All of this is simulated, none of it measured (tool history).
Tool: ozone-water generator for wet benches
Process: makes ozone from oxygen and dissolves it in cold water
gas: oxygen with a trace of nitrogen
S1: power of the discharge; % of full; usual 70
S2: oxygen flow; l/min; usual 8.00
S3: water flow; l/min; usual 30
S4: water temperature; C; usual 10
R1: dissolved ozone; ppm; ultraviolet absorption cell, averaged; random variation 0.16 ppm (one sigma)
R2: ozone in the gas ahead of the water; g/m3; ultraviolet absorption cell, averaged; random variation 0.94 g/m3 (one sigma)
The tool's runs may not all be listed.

run	hour	S1	S2	S3	S4	R1	R2
1	0.0	70	8.00	30	10	20.5	155.4
2	29.2	70	8.00	30	10	20.3	156.6
3	73.2	70	8.81	30	10	19.9	147.2
4	104.3	70	8.00	30	10	20.4	156.7
5	131.7	70	8.00	30	10	20.0	156.2
6	166.6	70	8.00	30	10	20.1	156.9
7	207.3	70	8.00	30	10	20.2	155.2
8	234.0	70	8.00	30	10	20.0	156.1
9	272.1	70	8.00	30	10	19.7	157.1
# hour 274.9: water thermometer calibrated
10	301.4	70	8.00	30	10	19.9	156.8
11	339.9	70	8.00	30	10	19.8	156.4
# hour 349.7: water thermometer calibrated, once more
12	367.3	70	8.00	30	10	20.2	154.8
13	404.5	70	8.00	30	10	20.0	156.1
14	439.3	41	8.00	30	10	12.4	97.7
15	466.4	99	8.00	19	10	37.3	210.5
16	510.7	99	6.86	19	10	38.7	232.5
17	540.9	99	6.86	19	10	38.5	235.2
18	582.4	99	6.86	19	10	38.2	233.4
19	625.7	46	6.86	27	10	15.0	118.9
20	652.6	46	6.86	27	10	15.0	119.8
21	694.6	46	6.86	27	10	15.2	117.9
22	714.7	72	6.76	27	10	22.2	177.6
23	744.6	80	12.38	30	10	21.3	131.2
24	783.3	52	8.00	38	10	12.2	119.9
25	813.8	45	5.88	46	8	9.3	128.1

Forecast each of these 5 alternatives for the next run:
A	852.8	87	5.88	28	18	?	?
B	852.8	43	8.00	30	10	?	?
C	852.8	77	8.00	18	10	?	?
D	852.8	51	5.81	30	10	?	?
E	852.8	70	8.00	30	8	?	?

run	R1	R2
A	23.2	231.0
B	13.0	101.3
C	31.1	166.6
D	15.0	145.2
E	20.1	155.2
Without the tool's hidden state the same runs would have given:
run	R1	R2
A	24.5	239.9
B	13.5	103.1
C	32.6	172.5
D	15.6	148.6
E	21.1	160.3
